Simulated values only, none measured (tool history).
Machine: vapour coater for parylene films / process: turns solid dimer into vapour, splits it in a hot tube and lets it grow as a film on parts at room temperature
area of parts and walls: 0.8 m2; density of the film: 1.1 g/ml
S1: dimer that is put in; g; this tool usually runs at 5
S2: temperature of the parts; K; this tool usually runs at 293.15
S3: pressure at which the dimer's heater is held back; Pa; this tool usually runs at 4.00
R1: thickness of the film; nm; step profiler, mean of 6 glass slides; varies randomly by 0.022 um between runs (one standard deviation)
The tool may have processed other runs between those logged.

| run | hour | S1 | S2 | S3 | R1 |
|---|---|---|---|---|---|
| 1 | 0.0 | 5 | 293.15 | 4.00 | 4460 |
| 2 | 27.2 | 5 | 293.15 | 4.00 | 4470 |
| 3 | 60.6 | 6 | 293.15 | 4.00 | 5310 |
| 4 | 89.8 | 6 | 293.15 | 4.00 | 5310 |
| 5 | 126.7 | 6 | 293.15 | 4.00 | 5340 |
| 6 | 153.0 | 6 | 293.15 | 4.00 | 5340 |
| 7 | 191.6 | 5 | 293.15 | 4.00 | 4450 |
| 8 | 220.2 | 5 | 293.15 | 4.00 | 4440 |
| 9 | 246.9 | 5 | 293.15 | 4.00 | 4460 |
| 10 | 274.4 | 5 | 293.15 | 4.00 | 4440 |
| 11 | 297.0 | 3 | 293.15 | 4.00 | 2690 |
| 12 | 319.8 | 5 | 293.15 | 4.00 | 4440 |
| 13 | 344.1 | 5 | 293.15 | 4.00 | 4450 |
| 14 | 377.4 | 5 | 293.15 | 4.00 | 4430 |
| 15 | 393.3 | 5 | 293.15 | 5.32 | 4180 |
| 16 | 413.5 | 5 | 293.15 | 5.32 | 4200 |
| 17 | 449.4 | 5 | 293.15 | 5.32 | 4180 |
| 18 | 474.1 | 5 | 293.15 | 5.32 | 4200 |
| 19 | 507.4 | 5 | 297.15 | 5.32 | 3680 |
| 20 | 533.2 | 5 | 297.15 | 2.85 | 4200 |
| 21 | 559.2 | 5 | 297.15 | 2.85 | 4190 |
|  | 579.6 | trap's valve overhauled |
| 22 | 599.2 | 5 | 297.15 | 2.85 | 4210 |
| 23 | 615.4 | 5 | 297.15 | 2.85 | 4220 |
| 24 | 648.2 | 5 | 297.15 | 2.85 | 4230 |
| 25 | 678.1 | 2 | 305.15 | 4.19 | 1240 |
| 26 | 701.8 | 2 | 305.15 | 4.19 | 1230 |
| 27 | 735.8 | 2 | 302.15 | 4.84 | 1280 |
| 28 | 765.2 | 5 | 293.15 | 6.00 | 4070 |
| 29 | 785.1 | 5 | 293.15 | 6.00 | 4080 |
| 30 | 819.1 | 5 | 293.15 | 6.00 | 4070 |
| 31 | 855.5 | 5 | 293.15 | 6.00 | 4070 |
| 32 | 892.7 | 5 | 293.15 | 6.00 | 4110 |
| 33 | 923.4 | 5 | 301.15 | 4.00 | 3470 |
| 34 | 940.9 | 5 | 301.15 | 4.00 | 3480 |
| 35 | 973.9 | 5 | 301.15 | 4.00 | 3510 |
| 36 | 995.8 | 8 | 296.15 | 9.71 | 5370 |
| 37 | 1018.9 | 2 | 295.15 | 7.23 | 1470 |
| 38 | 1042.8 | 2 | 295.15 | 6.07 | 1540 |
| 39 | 1069.8 | 5 | 291.15 | 5.44 | 4420 |
| 40 | 1103.9 | 4 | 297.15 | 4.07 | 3140 |
| 41 | 1140.0 | 5 | 293.15 | 7.27 | 3930 |

3 options for the next run, each taken on its own from the tool as it stands now. Forecast them:
| A | 1168.6 | 5 | 294.15 | 4.00 | ? |
| B | 1168.6 | 3 | 303.15 | 10.95 | ? |
| C | 1168.6 | 5 | 293.15 | 2.14 | ? |

| run | R1 |
|---|---|
| A | 4310 |
| B | 1590 |
| C | 5050 |
Had the tool no hidden state, the same runs would have come out as:
| run | R1 |
|---|---|
| A | 4310 |
| B | 1600 |
| C | 5050 |
